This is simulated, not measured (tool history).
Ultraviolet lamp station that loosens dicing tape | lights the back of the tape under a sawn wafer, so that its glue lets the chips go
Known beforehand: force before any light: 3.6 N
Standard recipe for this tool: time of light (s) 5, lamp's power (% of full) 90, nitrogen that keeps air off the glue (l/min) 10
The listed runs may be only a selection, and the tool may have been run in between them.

run,hour,time of light (s),lamp's power (% of full),nitrogen that keeps air off the glue (l/min),force that peels the tape off (N),light that reached the tape (mJ/cm2)
1,0,5,90,10,0.418,277
2,3.8,5,90,10,0.419,275
3,9.3,4,90,10,0.606,221
4,15.2,4,90,10,0.606,218
5,21.5,4,90,10,0.61,221
6,29.9,4,90,10,0.604,218
7,37.1,7,90,10,0.249,380
8,41.8,7,90,10,0.244,382
9,50.7,5,90,10,0.436,270
10,58.3,5,90,10,0.439,269
11,63.7,5,90,10,0.42,271
12,70.7,5,90,10,0.427,268
13,77.3,5,90,10,0.442,271
14,81.6,5,90,10,0.46,267
15,85.2,5,90,10,0.432,270
16,91.3,5,90,10,0.459,265
17,96.4,5,95,10,0.405,282
18,101.4,5,95,10,0.415,287
19,109.3,5,95,10,0.416,278
# hour 110.4: window cleaned of glue's vapour
20,114.9,5,95,10,0.424,280
21,120.6,4,90,10,0.661,209
22,126.6,4,90,10,0.643,210
23,133.1,2,62,5,2.204,72
24,138.3,7,81,9,0.334,330
# hour 141: window cleaned of glue's vapour, once more
25,147,5,71,5,0.957,213
26,154.5,2,69,10,1.755,84
27,161.8,2,69,10,1.795,79
28,166.1,7,90,4,0.436,368
29,172.9,5,90,7,0.551,270
30,178.5,5,90,7,0.549,265
31,186.5,8,90,7,0.264,420
32,191.2,2,60,5,2.21,71
33,199.6,2,66,5,2.097,72
34,205.5,7,77,12,0.286,316
35,211.3,5,78,4,0.918,228
36,219.1,6,90,8,0.389,314
37,227.1,4,90,8,0.738,209
38,233,5,90,13,0.409,260
39,239.3,5,86,11,0.481,250
40,247.3,5,85,3,0.954,249
41,256,5,85,11,0.485,242
42,261.1,5,68,11,0.701,197
43,269.7,10,90,11,0.171,518

Alternative continuations, all from the tool just after run 43; predict every row:
A,275.6,9,69,16,?,?
B,275.6,10,62,13,?,?
C,275.6,5,90,7,?,?
D,275.6,5,65,4,?,?

run,force that peels the tape off (N),light that reached the tape (mJ/cm2)
A,0.243,354
B,0.248,357
C,0.597,258
D,1.151,180
Without the tool's unlogged condition, the same runs would have read:
run,force that peels the tape off (N),light that reached the tape (mJ/cm2)
A,0.202,414
B,0.202,416
C,0.466,301
D,0.966,211
